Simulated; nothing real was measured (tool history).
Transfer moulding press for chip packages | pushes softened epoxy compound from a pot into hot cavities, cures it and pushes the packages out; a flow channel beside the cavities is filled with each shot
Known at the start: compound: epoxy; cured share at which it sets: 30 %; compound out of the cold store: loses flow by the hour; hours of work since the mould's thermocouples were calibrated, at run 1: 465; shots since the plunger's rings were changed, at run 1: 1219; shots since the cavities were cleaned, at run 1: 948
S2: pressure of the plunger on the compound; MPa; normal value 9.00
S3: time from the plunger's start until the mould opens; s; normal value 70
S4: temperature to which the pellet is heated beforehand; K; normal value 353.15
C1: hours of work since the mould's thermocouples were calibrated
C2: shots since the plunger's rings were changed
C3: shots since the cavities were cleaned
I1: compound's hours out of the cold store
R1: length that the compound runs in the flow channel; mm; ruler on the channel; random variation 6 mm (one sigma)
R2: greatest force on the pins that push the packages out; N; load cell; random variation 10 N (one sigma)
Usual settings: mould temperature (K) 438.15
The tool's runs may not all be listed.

{"run": 1, "hour": 0.0, "mould temperature (K)": 438.15, "S2": 9.0, "S3": 70, "S4": 353.15, "C1": 465, "C2": 1219, "C3": 948, "I1": 31.7, "R1": 656, "R2": 474}
{"hour": 10.1, "done": "cavities cleaned with cleaning compound and waxed"}
{"run": 2, "hour": 28.0, "mould temperature (K)": 438.15, "S2": 9.0, "S3": 70, "S4": 353.15, "C1": 486, "C2": 1665, "C3": 302, "I1": 37.1, "R1": 646, "R2": 465}
{"run": 3, "hour": 63.0, "mould temperature (K)": 438.15, "S2": 9.0, "S3": 70, "S4": 353.15, "C1": 514, "C2": 2254, "C3": 891, "I1": 15.5, "R1": 684, "R2": 472}
{"hour": 75.9, "done": "cavities cleaned with cleaning compound and waxed"}
{"run": 4, "hour": 103.8, "mould temperature (K)": 438.15, "S2": 9.0, "S3": 70, "S4": 353.15, "C1": 545, "C2": 2915, "C3": 469, "I1": 12.4, "R1": 693, "R2": 460}
{"run": 5, "hour": 127.1, "mould temperature (K)": 438.15, "S2": 9.0, "S3": 70, "S4": 353.15, "C1": 563, "C2": 3308, "C3": 862, "I1": 41.5, "R1": 630, "R2": 443}
{"hour": 143.6, "done": "cavities cleaned with cleaning compound and waxed"}
{"run": 6, "hour": 162.1, "mould temperature (K)": 438.15, "S2": 9.0, "S3": 70, "S4": 353.15, "C1": 590, "C2": 3871, "C3": 310, "I1": 12.2, "R1": 700, "R2": 460}
{"run": 7, "hour": 181.2, "mould temperature (K)": 438.15, "S2": 9.0, "S3": 70, "S4": 353.15, "C1": 605, "C2": 4194, "C3": 633, "I1": 23.8, "R1": 670, "R2": 468}
{"hour": 185.7, "done": "mould's thermocouples calibrated"}
{"hour": 188.2, "done": "plunger's sealing rings changed"}
{"hour": 217.1, "done": "cavities cleaned with cleaning compound and waxed"}
{"run": 8, "hour": 226.6, "mould temperature (K)": 438.15, "S2": 9.0, "S3": 70, "S4": 353.15, "C1": 29, "C2": 620, "C3": 159, "I1": 37.6, "R1": 644, "R2": 462}
{"run": 9, "hour": 247.3, "mould temperature (K)": 440.15, "S2": 9.0, "S3": 70, "S4": 353.15, "C1": 46, "C2": 969, "C3": 508, "I1": 11.7, "R1": 688, "R2": 427}
{"run": 10, "hour": 280.8, "mould temperature (K)": 440.15, "S2": 9.0, "S3": 70, "S4": 353.15, "C1": 72, "C2": 1533, "C3": 1072, "I1": 37.1, "R1": 632, "R2": 428}
{"hour": 285.3, "done": "cavities cleaned with cleaning compound and waxed"}
{"run": 11, "hour": 313.9, "mould temperature (K)": 438.15, "S2": 9.0, "S3": 55, "S4": 353.15, "C1": 97, "C2": 2065, "C3": 482, "I1": 42.9, "R1": 628, "R2": 705}
{"run": 12, "hour": 343.7, "mould temperature (K)": 438.15, "S2": 9.0, "S3": 55, "S4": 353.15, "C1": 121, "C2": 2566, "C3": 983, "I1": 22.7, "R1": 663, "R2": 787}
{"hour": 354.2, "done": "cavities cleaned with cleaning compound and waxed"}
{"run": 13, "hour": 370.4, "mould temperature (K)": 438.15, "S2": 9.0, "S3": 55, "S4": 353.15, "C1": 141, "C2": 2991, "C3": 272, "I1": 34.9, "R1": 634, "R2": 700}
{"run": 14, "hour": 399.6, "mould temperature (K)": 438.15, "S2": 9.0, "S3": 63, "S4": 353.15, "C1": 164, "C2": 3483, "C3": 764, "I1": 41.6, "R1": 638, "R2": 528}
{"run": 15, "hour": 416.8, "mould temperature (K)": 438.15, "S2": 9.0, "S3": 63, "S4": 353.15, "C1": 178, "C2": 3772, "C3": 1053, "I1": 33.8, "R1": 650, "R2": 545}
{"hour": 421.9, "done": "cavities cleaned with cleaning compound and waxed"}
{"run": 16, "hour": 435.6, "mould temperature (K)": 438.15, "S2": 9.0, "S3": 70, "S4": 351.15, "C1": 191, "C2": 4064, "C3": 231, "I1": 22.9, "R1": 670, "R2": 470}
{"hour": 448.9, "done": "plunger's sealing rings changed"}
{"run": 17, "hour": 476.2, "mould temperature (K)": 438.15, "S2": 9.0, "S3": 70, "S4": 344.15, "C1": 222, "C2": 459, "C3": 872, "I1": 31.3, "R1": 657, "R2": 463}
{"hour": 492.2, "done": "cavities cleaned with cleaning compound and waxed"}
{"run": 18, "hour": 510.4, "mould temperature (K)": 440.15, "S2": 6.88, "S3": 55, "S4": 353.15, "C1": 248, "C2": 1009, "C3": 307, "I1": 43.6, "R1": 547, "R2": 618}
{"run": 19, "hour": 530.2, "mould temperature (K)": 440.15, "S2": 6.88, "S3": 55, "S4": 353.15, "C1": 263, "C2": 1343, "C3": 641, "I1": 42.8, "R1": 549, "R2": 603}
{"run": 20, "hour": 553.2, "mould temperature (K)": 445.15, "S2": 9.0, "S3": 70, "S4": 353.15, "C1": 281, "C2": 1729, "C3": 1027, "I1": 20.0, "R1": 655, "R2": 406}
{"hour": 558.1, "done": "cavities cleaned with cleaning compound and waxed"}
{"run": 21, "hour": 578.5, "mould temperature (K)": 434.15, "S2": 10.09, "S3": 74, "S4": 353.15, "C1": 300, "C2": 2131, "C3": 344, "I1": 40.4, "R1": 687, "R2": 504}
{"run": 22, "hour": 607.7, "mould temperature (K)": 438.15, "S2": 9.0, "S3": 70, "S4": 354.15, "C1": 323, "C2": 2622, "C3": 835, "I1": 8.4, "R1": 702, "R2": 473}
{"hour": 627.0, "done": "cavities cleaned with cleaning compound and waxed"}
{"run": 23, "hour": 630.9, "mould temperature (K)": 438.15, "S2": 9.0, "S3": 61, "S4": 351.15, "C1": 341, "C2": 2987, "C3": 65, "I1": 34.5, "R1": 644, "R2": 561}
{"run": 24, "hour": 663.6, "mould temperature (K)": 442.15, "S2": 9.28, "S3": 92, "S4": 358.15, "C1": 367, "C2": 3537, "C3": 615, "I1": 45.8, "R1": 620, "R2": 413}
{"run": 25, "hour": 680.3, "mould temperature (K)": 442.15, "S2": 9.28, "S3": 92, "S4": 358.15, "C1": 380, "C2": 3819, "C3": 897, "I1": 46.1, "R1": 619, "R2": 401}
{"hour": 694.0, "done": "cavities cleaned with cleaning compound and waxed"}
{"run": 26, "hour": 699.2, "mould temperature (K)": 431.15, "S2": 7.65, "S3": 78, "S4": 362.15, "C1": 394, "C2": 4111, "C3": 87, "I1": 18.4, "R1": 650, "R2": 582}
{"hour": 708.8, "done": "plunger's sealing rings changed"}
{"run": 27, "hour": 725.9, "mould temperature (K)": 431.15, "S2": 7.65, "S3": 78, "S4": 362.15, "C1": 413, "C2": 288, "C3": 495, "I1": 29.2, "R1": 622, "R2": 588}
{"run": 28, "hour": 759.1, "mould temperature (K)": 431.15, "S2": 7.65, "S3": 78, "S4": 362.15, "C1": 439, "C2": 848, "C3": 1055, "I1": 30.1, "R1": 623, "R2": 583}

3 options for the next run, each taken on its own from the tool as it stands now. Forecast them:
{"hour": 763.9, "done": "cavities cleaned with cleaning compound and waxed"}
{"run": "A", "hour": 798.7, "mould temperature (K)": 438.15, "S2": 10.13, "S3": 70, "S4": 345.15, "C1": 469, "C2": 1489, "C3": 586, "I1": 15.9, "R1": "?", "R2": "?"}
{"hour": 763.9, "done": "cavities cleaned with cleaning compound and waxed"}
{"run": "B", "hour": 798.7, "mould temperature (K)": 431.15, "S2": 7.02, "S3": 78, "S4": 347.15, "C1": 469, "C2": 1489, "C3": 586, "I1": 34.3, "R1": "?", "R2": "?"}
{"hour": 763.9, "done": "cavities cleaned with cleaning compound and waxed"}
{"run": "C", "hour": 798.7, "mould temperature (K)": 431.15, "S2": 7.65, "S3": 78, "S4": 357.15, "C1": 469, "C2": 1489, "C3": 586, "I1": 29.4, "R1": "?", "R2": "?"}

run=A R1=734 R2=485
run=B R1=582 R2=586
run=C R1=629 R2=561
With the hidden condition removed and each run's random variation left untouched, the same runs would have given:
run=A R1=734 R2=481
run=B R1=583 R2=582
run=C R1=629 R2=557
